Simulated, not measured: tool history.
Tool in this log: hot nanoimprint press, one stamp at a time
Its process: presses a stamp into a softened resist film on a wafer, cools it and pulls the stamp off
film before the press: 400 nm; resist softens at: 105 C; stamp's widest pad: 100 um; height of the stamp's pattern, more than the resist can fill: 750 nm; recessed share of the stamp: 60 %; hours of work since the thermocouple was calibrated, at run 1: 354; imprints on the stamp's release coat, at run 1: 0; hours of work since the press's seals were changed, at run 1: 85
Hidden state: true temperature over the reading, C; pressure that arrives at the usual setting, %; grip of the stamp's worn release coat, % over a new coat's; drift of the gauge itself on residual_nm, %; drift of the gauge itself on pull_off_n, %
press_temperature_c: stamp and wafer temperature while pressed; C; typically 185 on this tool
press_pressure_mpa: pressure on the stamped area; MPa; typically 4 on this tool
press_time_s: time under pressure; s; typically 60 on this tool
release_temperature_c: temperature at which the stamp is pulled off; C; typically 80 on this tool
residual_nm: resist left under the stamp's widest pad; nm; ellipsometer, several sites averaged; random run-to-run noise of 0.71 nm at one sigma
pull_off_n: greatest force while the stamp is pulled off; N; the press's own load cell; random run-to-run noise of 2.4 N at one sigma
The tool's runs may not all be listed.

| run | hour | press_temperature_c | press_pressure_mpa | press_time_s | release_temperature_c | hours of work since the thermocouple was calibrated | imprints on the stamp's release coat | hours of work since the press's seals were changed | residual_nm | pull_off_n |
|---|---|---|---|---|---|---|---|---|---|---|
| 1 | 0 | 185 | 4 | 60 | 80 | 354 | 0 | 85 | 143.8 | 110 |
| 2 | 37.5 | 185 | 4 | 60 | 80 | 377 | 131 | 108 | 144.3 | 114 |
|  | 44.7 | plate thermocouple calibrated |
| 3 | 104.4 | 185 | 4 | 60 | 80 | 37 | 354 | 147 | 144.3 | 111 |
| 4 | 141.4 | 185 | 4 | 60 | 72 | 59 | 484 | 170 | 145.4 | 130 |
| 5 | 169.1 | 185 | 4 | 84 | 80 | 76 | 580 | 187 | 124 | 110 |
| 6 | 207.8 | 185 | 4 | 84 | 80 | 100 | 715 | 211 | 124.8 | 112 |
| 7 | 244.6 | 185 | 6.06 | 60 | 80 | 123 | 844 | 233 | 118.4 | 113 |
| 8 | 272.2 | 185 | 6.06 | 60 | 80 | 140 | 940 | 250 | 119.1 | 116 |
| 9 | 314.2 | 185 | 6.06 | 60 | 80 | 166 | 1087 | 276 | 117 | 110 |
|  | 337.4 | stamp cleaned and given a new release coat |
| 10 | 371.3 | 185 | 6.06 | 60 | 80 | 197 | 119 | 307 | 117.2 | 111 |
| 11 | 398.8 | 185 | 3.79 | 60 | 80 | 214 | 214 | 324 | 146.3 | 109 |
| 12 | 454.7 | 185 | 4 | 60 | 80 | 248 | 410 | 359 | 142.8 | 114 |
| 13 | 481 | 185 | 4 | 60 | 80 | 264 | 501 | 375 | 143.1 | 111 |
| 14 | 535 | 185 | 4 | 60 | 80 | 297 | 690 | 408 | 143.2 | 110 |
| 15 | 579.6 | 185 | 4 | 60 | 80 | 325 | 846 | 435 | 141.6 | 110 |
| 16 | 635.6 | 184 | 4 | 60 | 67 | 359 | 1042 | 470 | 147.8 | 141 |
|  | 672.2 | stamp cleaned and given a new release coat |
|  | 676.6 | plate thermocouple calibrated |
| 17 | 676.6 | 185 | 4 | 94 | 84 | 0 | 4 | 489 | 117.3 | 103 |
| 18 | 711 | 185 | 4 | 94 | 84 | 21 | 125 | 511 | 116.9 | 105 |
| 19 | 753.5 | 178 | 3.7 | 32 | 73 | 47 | 273 | 537 | 238.2 | 127 |
| 20 | 798.5 | 178 | 3.7 | 31 | 65 | 75 | 430 | 564 | 243.5 | 142 |
| 21 | 840.6 | 185 | 5.57 | 60 | 80 | 101 | 577 | 590 | 120.6 | 110 |
| 22 | 903.4 | 177 | 2.58 | 65 | 85 | 139 | 796 | 629 | 220.7 | 101 |
|  | 908.1 | gauge calibrated |
| 23 | 934.3 | 177 | 2.58 | 65 | 85 | 158 | 904 | 648 | 230.7 | 101 |
| 24 | 969.1 | 174 | 3.29 | 81 | 80 | 180 | 1026 | 669 | 216.8 | 111 |
|  | 1008.9 | stamp cleaned and given a new release coat |
| 25 | 1018.8 | 174 | 3.29 | 81 | 80 | 206 | 34 | 696 | 216.7 | 113 |
| 26 | 1062.8 | 174 | 3.29 | 81 | 80 | 233 | 188 | 723 | 216.5 | 112 |
| 27 | 1122.3 | 185 | 2.48 | 38 | 83 | 270 | 396 | 759 | 211.1 | 105 |
| 28 | 1151.6 | 189 | 5.14 | 38 | 83 | 288 | 498 | 777 | 132.3 | 106 |
| 29 | 1214.7 | 185 | 4.11 | 47 | 80 | 327 | 719 | 816 | 156.1 | 109 |
| 30 | 1272.1 | 185 | 4.11 | 47 | 80 | 362 | 919 | 852 | 156.6 | 113 |

3 options for the next run, each taken on its own from the tool as it stands now. Forecast them:
|  | 1306.2 | plate thermocouple calibrated |
| A | 1312.6 | 185 | 4.43 | 80 | 80 | 4 | 1050 | 875 | ? | ? |
|  | 1306.2 | plate thermocouple calibrated |
| B | 1312.6 | 181 | 4 | 38 | 81 | 4 | 1050 | 875 | ? | ? |
|  | 1306.2 | plate thermocouple calibrated |
| C | 1312.6 | 197 | 5.99 | 60 | 69 | 4 | 1050 | 875 | ? | ? |

| run | residual_nm | pull_off_n |
|---|---|---|
| A | 120.2 | 108 |
| B | 200.2 | 107 |
| C | 74.1 | 134 |
Without the tool's unlogged condition, the same runs would have read:
| run | residual_nm | pull_off_n |
|---|---|---|
| A | 121.4 | 107 |
| B | 202.3 | 106 |
| C | 74.8 | 133 |
